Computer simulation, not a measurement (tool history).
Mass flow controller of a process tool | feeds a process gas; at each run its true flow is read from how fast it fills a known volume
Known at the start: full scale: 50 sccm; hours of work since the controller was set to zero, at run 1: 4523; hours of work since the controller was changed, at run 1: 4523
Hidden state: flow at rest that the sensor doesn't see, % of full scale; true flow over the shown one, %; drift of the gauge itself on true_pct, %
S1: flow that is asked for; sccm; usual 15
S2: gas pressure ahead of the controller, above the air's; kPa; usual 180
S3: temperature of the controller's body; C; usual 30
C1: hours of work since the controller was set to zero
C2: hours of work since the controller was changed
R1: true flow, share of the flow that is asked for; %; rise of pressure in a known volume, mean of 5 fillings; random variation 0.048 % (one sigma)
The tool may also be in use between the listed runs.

run	hour	S1	S2	S3	C1	C2	R1
1	0.0	15	180	30	4523	4523	98.50
2	221.7	10	180	30	4688	4688	99.06
3	404.6	10	180	30	4825	4825	99.06
4	534.1	10	180	30	4921	4921	99.04
5	644.6	9	180	30	5003	5003	99.24
6	805.1	9	180	30	5123	5123	99.34
7	1060.9	9	180	30	5313	5313	99.29
8	1181.4	15	180	30	5403	5403	98.66
9	1431.1	15	180	30	5588	5588	98.67
10	1578.4	15	180	26	5698	5698	98.84
11	1835.5	15	180	26	5889	5889	98.97
12	2100.6	15	180	25	6087	6087	98.99
13	2307.3	15	180	30	6240	6240	98.69
14	2424.8	15	180	30	6328	6328	98.84
15	2549.3	15	180	30	6420	6420	98.85
16	2741.0	15	180	30	6563	6563	98.71
# hour 2763.4: controller's zero set anew
17	2904.9	15	180	30	105	6685	99.98
18	3112.7	15	180	30	260	6839	100.04
19	3324.3	15	180	30	417	6997	100.07
20	3530.5	15	180	30	571	7150	100.09
21	3791.2	15	180	30	765	7344	100.08
# hour 3919.0: controller's zero set anew, once more
22	4012.0	15	180	30	69	7508	97.04
23	4226.5	15	180	30	229	7668	97.02
24	4387.5	15	180	30	349	7788	96.99
25	4617.1	15	180	30	519	7958	97.05
26	4808.4	8	277	34	662	8101	97.29
27	5032.2	8	277	34	828	8267	97.31
28	5185.8	8	194	22	943	8382	97.59
29	5338.0	28	180	37	1056	8495	97.30
30	5480.7	28	180	37	1162	8601	97.33
31	5643.2	28	180	37	1283	8722	97.25
32	5841.0	15	150	30	1430	8869	97.07
33	5964.0	15	150	30	1522	8961	97.06
34	6170.2	13	162	23	1675	9114	97.53
35	6435.2	8	166	32	1872	9311	97.20
36	6567.5	24	162	21	1971	9410	97.95
37	6774.8	15	242	30	2125	9564	97.67
38	6986.2	13	220	30	2282	9721	97.53
# hour 7037.9: controller exchanged for a calibrated one
39	7222.6	13	220	30	137	137	97.95
40	7340.0	13	220	30	225	225	97.89
41	7472.3	9	240	30	323	323	97.96
42	7664.1	9	240	30	466	466	97.96
43	7922.9	29	180	29	659	659	98.57
44	8033.7	6	180	26	741	741	98.09
45	8259.5	6	180	26	909	909	98.20
46	8500.6	11	180	31	1088	1088	97.72
47	8637.3	11	180	31	1190	1190	97.81

The same runs without the tool's hidden state, with the same run-to-run variation:
run	R1
1	97.60
2	97.40
3	97.37
4	97.33
5	97.25
6	97.31
7	97.20
8	97.63
9	97.62
10	97.77
11	97.87
12	97.86
13	97.54
14	97.67
15	97.67
16	97.51
17	97.59
18	97.64
19	97.64
20	97.65
21	97.60
22	97.66
23	97.61
24	97.56
25	97.60
26	97.50
27	97.46
28	97.69
29	97.99
30	98.01
31	97.93
32	97.48
33	97.46
34	97.81
35	96.94
36	98.54
37	97.97
38	97.70
39	97.73
40	97.66
41	97.56
42	97.53
43	98.49
44	97.26
45	97.28
46	97.24
47	97.30
